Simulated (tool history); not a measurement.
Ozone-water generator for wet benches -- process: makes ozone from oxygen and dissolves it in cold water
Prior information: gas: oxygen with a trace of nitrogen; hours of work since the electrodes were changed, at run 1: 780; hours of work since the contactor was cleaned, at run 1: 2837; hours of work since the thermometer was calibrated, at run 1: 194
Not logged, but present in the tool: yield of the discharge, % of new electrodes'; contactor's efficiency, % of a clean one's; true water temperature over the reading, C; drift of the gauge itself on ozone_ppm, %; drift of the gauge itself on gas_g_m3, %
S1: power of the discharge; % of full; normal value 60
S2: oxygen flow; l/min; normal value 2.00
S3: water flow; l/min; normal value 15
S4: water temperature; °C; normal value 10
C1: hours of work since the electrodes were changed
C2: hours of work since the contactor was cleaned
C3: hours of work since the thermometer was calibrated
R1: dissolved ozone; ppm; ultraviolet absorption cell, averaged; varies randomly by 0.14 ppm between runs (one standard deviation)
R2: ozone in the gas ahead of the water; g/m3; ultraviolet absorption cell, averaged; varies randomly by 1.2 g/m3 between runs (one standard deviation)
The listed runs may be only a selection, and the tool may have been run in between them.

run 1 hour=0.0 | S1=60 S2=2.00 S3=15 S4=10 | C1=780 C2=2837 C3=194 | R1=16.1 R2=210.8
run 2 hour=49.2 | S1=60 S2=2.00 S3=15 S4=10 | C1=814 C2=2871 C3=229 | R1=16.3 R2=211.9
run 3 hour=107.1 | S1=60 S2=2.00 S3=15 S4=10 | C1=855 C2=2912 C3=269 | R1=16.1 R2=212.2
run 4 hour=148.9 | S1=60 S2=2.00 S3=15 S4=10 | C1=884 C2=2941 C3=299 | R1=16.1 R2=213.4
run 5 hour=211.3 | S1=60 S2=2.00 S3=15 S4=10 | C1=928 C2=2985 C3=343 | R1=16.0 R2=211.0
run 6 hour=282.9 | S1=60 S2=3.07 S3=15 S4=10 | C1=979 C2=3036 C3=393 | R1=17.2 R2=165.1
run 7 hour=328.8 | S1=60 S2=2.00 S3=15 S4=10 | C1=1011 C2=3068 C3=425 | R1=16.0 R2=211.3
run 8 hour=400.2 | S1=60 S2=2.00 S3=15 S4=10 | C1=1061 C2=3118 C3=476 | R1=16.2 R2=212.1
run 9 hour=457.7 | S1=60 S2=2.00 S3=15 S4=10 | C1=1102 C2=3159 C3=516 | R1=16.3 R2=211.4
run 10 hour=503.2 | S1=60 S2=2.00 S3=15 S4=10 | C1=1134 C2=3191 C3=548 | R1=16.1 R2=211.6
run 11 hour=563.2 | S1=60 S2=2.00 S3=15 S4=11 | C1=1176 C2=3233 C3=590 | R1=15.7 R2=212.4
run 12 hour=631.2 | S1=52 S2=2.00 S3=21 S4=11 | C1=1224 C2=3281 C3=638 | R1=10.3 R2=185.7
-- hour=637.6 water thermometer calibrated
run 13 hour=679.0 | S1=65 S2=2.00 S3=16 S4=7 | C1=1257 C2=3314 C3=29 | R1=16.7 R2=224.3
run 14 hour=736.9 | S1=55 S2=1.08 S3=18 S4=10 | C1=1298 C2=3355 C3=70 | R1=10.4 R2=274.3
run 15 hour=787.3 | S1=55 S2=1.08 S3=18 S4=10 | C1=1333 C2=3390 C3=105 | R1=10.4 R2=272.5
-- hour=818.4 water thermometer calibrated, once more
run 16 hour=829.6 | S1=89 S2=2.00 S3=15 S4=16 | C1=1362 C2=3419 C3=8 | R1=21.3 R2=290.3
run 17 hour=881.1 | S1=48 S2=2.00 S3=15 S4=7 | C1=1399 C2=3456 C3=44 | R1=13.2 R2=173.4
run 18 hour=921.5 | S1=48 S2=2.00 S3=15 S4=7 | C1=1427 C2=3484 C3=73 | R1=13.4 R2=175.9
run 19 hour=982.5 | S1=81 S2=1.46 S3=15 S4=7 | C1=1470 C2=3527 C3=115 | R1=19.2 R2=317.0
run 20 hour=1021.9 | S1=60 S2=2.72 S3=12 S4=10 | C1=1498 C2=3555 C3=143 | R1=20.2 R2=178.4
run 21 hour=1098.4 | S1=78 S2=2.00 S3=15 S4=8 | C1=1552 C2=3609 C3=197 | R1=20.4 R2=260.5

What differs in the tool's unlogged condition from the final listed run ahead of each entry between runs to the first listed run following it?
Between runs 12 and 13: water thermometer calibrated (hour 637.6)
  yield of the discharge, % of new electrodes': 98.2 -> 98.1; true water temperature over the reading, C: 0.02 -> 0.03
  measured result minus the result with no hidden state, R1: -0.2 -> -0.5 ppm; R2: -2.5 -> -4.0 g/m3
Between runs 15 and 16: water thermometer calibrated, once more (hour 818.4)
  yield of the discharge, % of new electrodes': 98 -> 97.9; true water temperature over the reading, C: 0.04 -> -0.01
  measured result minus the result with no hidden state, R1: -0.3 -> -0.8 ppm; R2: -4.5 -> -7.3 g/m3
